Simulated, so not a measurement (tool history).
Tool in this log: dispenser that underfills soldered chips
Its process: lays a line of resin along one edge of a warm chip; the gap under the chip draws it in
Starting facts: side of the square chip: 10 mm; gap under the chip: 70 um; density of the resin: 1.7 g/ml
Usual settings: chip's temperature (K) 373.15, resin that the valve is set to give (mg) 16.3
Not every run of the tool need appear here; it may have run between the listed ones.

run,day,chip's temperature (K),resin that the valve is set to give (mg),time until the resin shows at the far edge (s),resin that the valve gave (mg)
1,0.000,373.15,16.3,36.2,16.11
2,0.225,366.15,16.3,54.7,16.09
3,0.375,373.15,16.3,46.4,15.93
# day 0.412: new syringe of resin
4,0.604,373.15,16.3,41.4,15.85
# day 0.821: new syringe of resin
5,0.867,373.15,16.3,38.1,15.81
6,1.071,373.15,17.0,42.5,16.46
# day 1.233: new syringe of resin
7,1.350,373.15,14.9,40.6,14.34

Run 8 comes next. What will it give?
8,1.479,377.15,18.3,?,?

time until the resin shows at the far edge (s): 36.3
resin that the valve gave (mg): 17.56
With no hidden state in the tool, this same run would have given time until the resin shows at the far edge (s) 31.5, resin that the valve gave (mg) 18.25.

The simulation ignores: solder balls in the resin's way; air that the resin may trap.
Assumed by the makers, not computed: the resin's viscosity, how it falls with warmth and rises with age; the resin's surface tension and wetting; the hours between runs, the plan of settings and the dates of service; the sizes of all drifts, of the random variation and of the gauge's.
